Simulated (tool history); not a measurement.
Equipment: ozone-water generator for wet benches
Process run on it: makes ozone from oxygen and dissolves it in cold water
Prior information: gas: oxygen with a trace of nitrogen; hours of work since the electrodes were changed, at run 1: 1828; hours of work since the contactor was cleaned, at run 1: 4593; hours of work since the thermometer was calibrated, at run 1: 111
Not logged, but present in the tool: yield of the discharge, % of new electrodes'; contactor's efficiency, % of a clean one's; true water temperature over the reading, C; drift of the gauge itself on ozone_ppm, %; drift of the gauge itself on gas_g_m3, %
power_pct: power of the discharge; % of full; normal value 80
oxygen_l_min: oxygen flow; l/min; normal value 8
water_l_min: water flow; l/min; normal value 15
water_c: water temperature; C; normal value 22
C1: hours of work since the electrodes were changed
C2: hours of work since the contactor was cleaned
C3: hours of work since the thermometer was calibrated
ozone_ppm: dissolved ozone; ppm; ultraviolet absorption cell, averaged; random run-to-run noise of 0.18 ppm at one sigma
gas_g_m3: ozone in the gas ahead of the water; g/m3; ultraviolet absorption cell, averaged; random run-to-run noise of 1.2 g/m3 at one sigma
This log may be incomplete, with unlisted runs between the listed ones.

run 1 hour=0 | power_pct=80 oxygen_l_min=8 water_l_min=15 water_c=22 | C1=1828 C2=4593 C3=111 | ozone_ppm=23.2 gas_g_m3=216.6
run 2 hour=120 | power_pct=80 oxygen_l_min=8 water_l_min=15 water_c=22 | C1=1919 C2=4684 C3=202 | ozone_ppm=23.4 gas_g_m3=213.6
run 3 hour=194.5 | power_pct=80 oxygen_l_min=8 water_l_min=15 water_c=22 | C1=1975 C2=4741 C3=259 | ozone_ppm=23.2 gas_g_m3=216.3
run 4 hour=313.4 | power_pct=80 oxygen_l_min=8 water_l_min=15 water_c=22 | C1=2066 C2=4831 C3=349 | ozone_ppm=23.1 gas_g_m3=214.6
run 5 hour=378.4 | power_pct=80 oxygen_l_min=8 water_l_min=15 water_c=22 | C1=2115 C2=4880 C3=398 | ozone_ppm=23.1 gas_g_m3=214.6
run 6 hour=458.9 | power_pct=80 oxygen_l_min=8 water_l_min=15 water_c=22 | C1=2176 C2=4941 C3=460 | ozone_ppm=23.1 gas_g_m3=212.8
run 7 hour=527.3 | power_pct=80 oxygen_l_min=8 water_l_min=15 water_c=22 | C1=2228 C2=4993 C3=511 | ozone_ppm=23.2 gas_g_m3=210.8
run 8 hour=650.7 | power_pct=80 oxygen_l_min=8 water_l_min=15 water_c=22 | C1=2322 C2=5087 C3=605 | ozone_ppm=22.9 gas_g_m3=210.8
run 9 hour=716.4 | power_pct=80 oxygen_l_min=8 water_l_min=15 water_c=22 | C1=2371 C2=5137 C3=655 | ozone_ppm=23 gas_g_m3=211.4
run 10 hour=831.4 | power_pct=80 oxygen_l_min=8 water_l_min=15 water_c=22 | C1=2459 C2=5224 C3=742 | ozone_ppm=23 gas_g_m3=212.4
run 11 hour=975.8 | power_pct=80 oxygen_l_min=8 water_l_min=15 water_c=21 | C1=2568 C2=5334 C3=852 | ozone_ppm=23.1 gas_g_m3=211
run 12 hour=1043.4 | power_pct=80 oxygen_l_min=8 water_l_min=15 water_c=22 | C1=2619 C2=5385 C3=903 | ozone_ppm=22.9 gas_g_m3=210.9
run 13 hour=1151 | power_pct=80 oxygen_l_min=8 water_l_min=21 water_c=22 | C1=2701 C2=5466 C3=984 | ozone_ppm=17.7 gas_g_m3=209.7
run 14 hour=1263.7 | power_pct=80 oxygen_l_min=8 water_l_min=15 water_c=22 | C1=2786 C2=5552 C3=1070 | ozone_ppm=22.8 gas_g_m3=209.1
run 15 hour=1377.4 | power_pct=80 oxygen_l_min=8 water_l_min=15 water_c=22 | C1=2873 C2=5638 C3=1156 | ozone_ppm=22.6 gas_g_m3=210
run 16 hour=1527.3 | power_pct=80 oxygen_l_min=8 water_l_min=15 water_c=22 | C1=2986 C2=5752 C3=1270 | ozone_ppm=22.2 gas_g_m3=207.9
run 17 hour=1632.6 | power_pct=80 oxygen_l_min=8 water_l_min=15 water_c=22 | C1=3066 C2=5832 C3=1350 | ozone_ppm=22.5 gas_g_m3=209.6
run 18 hour=1698.2 | power_pct=80 oxygen_l_min=8 water_l_min=15 water_c=22 | C1=3116 C2=5881 C3=1399 | ozone_ppm=22.2 gas_g_m3=205.9
run 19 hour=1832.9 | power_pct=80 oxygen_l_min=8 water_l_min=15 water_c=22 | C1=3218 C2=5984 C3=1502 | ozone_ppm=22.8 gas_g_m3=207.5
run 20 hour=1900.4 | power_pct=42 oxygen_l_min=8 water_l_min=17 water_c=27 | C1=3269 C2=6035 C3=1553 | ozone_ppm=13.4 gas_g_m3=147.5
run 21 hour=2024 | power_pct=42 oxygen_l_min=8 water_l_min=17 water_c=27 | C1=3363 C2=6128 C3=1647 | ozone_ppm=13.1 gas_g_m3=147.4
run 22 hour=2136.6 | power_pct=42 oxygen_l_min=10.33 water_l_min=11 water_c=27 | C1=3448 C2=6214 C3=1732 | ozone_ppm=16.5 gas_g_m3=134
run 23 hour=2216.8 | power_pct=42 oxygen_l_min=10.33 water_l_min=11 water_c=27 | C1=3509 C2=6275 C3=1793 | ozone_ppm=16 gas_g_m3=133.1
run 24 hour=2345.2 | power_pct=42 oxygen_l_min=10.33 water_l_min=11 water_c=27 | C1=3607 C2=6372 C3=1890 | ozone_ppm=16.1 gas_g_m3=132.7
run 25 hour=2419.6 | power_pct=98 oxygen_l_min=8 water_l_min=20 water_c=22 | C1=3663 C2=6429 C3=1947 | ozone_ppm=20 gas_g_m3=227.9
run 26 hour=2489.2 | power_pct=42 oxygen_l_min=11.61 water_l_min=14 water_c=15 | C1=3716 C2=6481 C3=1999 | ozone_ppm=18.9 gas_g_m3=126.8
run 27 hour=2619.7 | power_pct=80 oxygen_l_min=10.19 water_l_min=15 water_c=22 | C1=3815 C2=6580 C3=2098 | ozone_ppm=21.3 gas_g_m3=185.1
run 28 hour=2717.2 | power_pct=80 oxygen_l_min=11.15 water_l_min=15 water_c=22 | C1=3889 C2=6654 C3=2172 | ozone_ppm=21.1 gas_g_m3=179.2
run 29 hour=2847.5 | power_pct=80 oxygen_l_min=11.15 water_l_min=15 water_c=22 | C1=3988 C2=6753 C3=2271 | ozone_ppm=21 gas_g_m3=178.8
run 30 hour=2994.5 | power_pct=80 oxygen_l_min=11.15 water_l_min=15 water_c=22 | C1=4099 C2=6865 C3=2383 | ozone_ppm=20.7 gas_g_m3=176.8
run 31 hour=3060.1 | power_pct=80 oxygen_l_min=5.25 water_l_min=15 water_c=16 | C1=4149 C2=6914 C3=2432 | ozone_ppm=23.7 gas_g_m3=238.2
run 32 hour=3124.1 | power_pct=52 oxygen_l_min=8 water_l_min=15 water_c=22 | C1=4197 C2=6963 C3=2481 | ozone_ppm=17.3 gas_g_m3=163.6

Table of differences, measured result less the result of that run with no hidden state. Run-to-run variation is the same in both. Gauge scatter possibly is not:
run=1 ozone_ppm=-2.2 gas_g_m3=-10.2
run=2 ozone_ppm=-2.2 gas_g_m3=-10.7
run=3 ozone_ppm=-2.3 gas_g_m3=-11.1
run=4 ozone_ppm=-2.4 gas_g_m3=-11.5
run=5 ozone_ppm=-2.4 gas_g_m3=-11.8
run=6 ozone_ppm=-2.5 gas_g_m3=-12
run=7 ozone_ppm=-2.5 gas_g_m3=-12.2
run=8 ozone_ppm=-2.6 gas_g_m3=-12.7
run=9 ozone_ppm=-2.6 gas_g_m3=-12.9
run=10 ozone_ppm=-2.7 gas_g_m3=-13.5
run=11 ozone_ppm=-2.8 gas_g_m3=-14
run=12 ozone_ppm=-2.8 gas_g_m3=-14.2
run=13 ozone_ppm=-2.3 gas_g_m3=-14.6
run=14 ozone_ppm=-2.9 gas_g_m3=-15
run=15 ozone_ppm=-3 gas_g_m3=-15.6
run=16 ozone_ppm=-3 gas_g_m3=-16.1
run=17 ozone_ppm=-3.1 gas_g_m3=-16.6
run=18 ozone_ppm=-3.1 gas_g_m3=-16.7
run=19 ozone_ppm=-3.3 gas_g_m3=-17.3
run=20 ozone_ppm=-1.6 gas_g_m3=-8.4
run=21 ozone_ppm=-1.6 gas_g_m3=-8.6
run=22 ozone_ppm=-1.9 gas_g_m3=-8
run=23 ozone_ppm=-2 gas_g_m3=-8.1
run=24 ozone_ppm=-2 gas_g_m3=-8.3
run=25 ozone_ppm=-3.5 gas_g_m3=-24.1
run=26 ozone_ppm=-2.4 gas_g_m3=-8.2
run=27 ozone_ppm=-3.6 gas_g_m3=-18.5
run=28 ozone_ppm=-3.7 gas_g_m3=-18.2
run=29 ozone_ppm=-3.8 gas_g_m3=-18.7
run=30 ozone_ppm=-3.9 gas_g_m3=-19.2
run=31 ozone_ppm=-4.3 gas_g_m3=-26
run=32 ozone_ppm=-2.8 gas_g_m3=-14
